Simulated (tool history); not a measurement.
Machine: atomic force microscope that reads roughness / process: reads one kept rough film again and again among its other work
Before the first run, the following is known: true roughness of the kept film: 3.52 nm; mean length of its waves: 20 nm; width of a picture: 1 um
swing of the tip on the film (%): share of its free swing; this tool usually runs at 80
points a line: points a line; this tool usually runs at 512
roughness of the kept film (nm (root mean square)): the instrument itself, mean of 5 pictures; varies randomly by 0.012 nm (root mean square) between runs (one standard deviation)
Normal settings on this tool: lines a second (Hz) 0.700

| run | day | lines a second (Hz) | swing of the tip on the film (%) | points a line | roughness of the kept film (nm (root mean square)) |
|---|---|---|---|---|---|
| 1 | 0.000 | 0.700 | 80 | 512 | 2.428 |
| 2 | 0.579 | 0.700 | 80 | 512 | 2.403 |
| 3 | 1.304 | 0.700 | 89 | 512 | 2.347 |
| 4 | 2.217 | 0.700 | 89 | 512 | 2.282 |
| 5 | 2.658 | 0.700 | 89 | 512 | 2.273 |
| 6 | 3.521 | 0.700 | 89 | 512 | 2.246 |
|  | 3.633 | height scale calibrated on a step standard |
| 7 | 4.092 | 0.700 | 80 | 812 | 2.260 |
| 8 | 4.846 | 0.700 | 80 | 812 | 2.235 |
| 9 | 5.588 | 0.700 | 80 | 812 | 2.198 |
| 10 | 6.346 | 0.971 | 61 | 533 | 2.193 |
|  | 6.683 | new tip fitted |
| 11 | 7.196 | 0.571 | 74 | 313 | 2.691 |
| 12 | 7.729 | 0.620 | 68 | 612 | 2.725 |
| 13 | 8.500 | 0.631 | 63 | 271 | 2.596 |
| 14 | 9.204 | 0.631 | 78 | 941 | 2.608 |
|  | 9.471 | height scale calibrated on a step standard, once more |
| 15 | 9.958 | 3.001 | 66 | 641 | 2.472 |
| 16 | 10.708 | 0.700 | 77 | 287 | 2.456 |
| 17 | 11.479 | 0.700 | 71 | 452 | 2.485 |
| 18 | 12.067 | 1.141 | 74 | 748 | 2.429 |

4 ways to go on from here, each from the tool as it stands after run 18. What would each give?
| A | 13.050 | 1.141 | 76 | 748 | ? |
| B | 13.050 | 3.511 | 80 | 512 | ? |
| C | 13.050 | 3.929 | 81 | 268 | ? |
| D | 13.050 | 0.700 | 82 | 512 | ? |

| run | roughness of the kept film (nm (root mean square)) |
|---|---|
| A | 2.358 |
| B | 2.139 |
| C | 2.039 |
| D | 2.366 |
What these runs would have given with no unlogged condition in the tool:
| run | roughness of the kept film (nm (root mean square)) |
|---|---|
| A | 2.703 |
| B | 2.453 |
| C | 2.338 |
| D | 2.714 |

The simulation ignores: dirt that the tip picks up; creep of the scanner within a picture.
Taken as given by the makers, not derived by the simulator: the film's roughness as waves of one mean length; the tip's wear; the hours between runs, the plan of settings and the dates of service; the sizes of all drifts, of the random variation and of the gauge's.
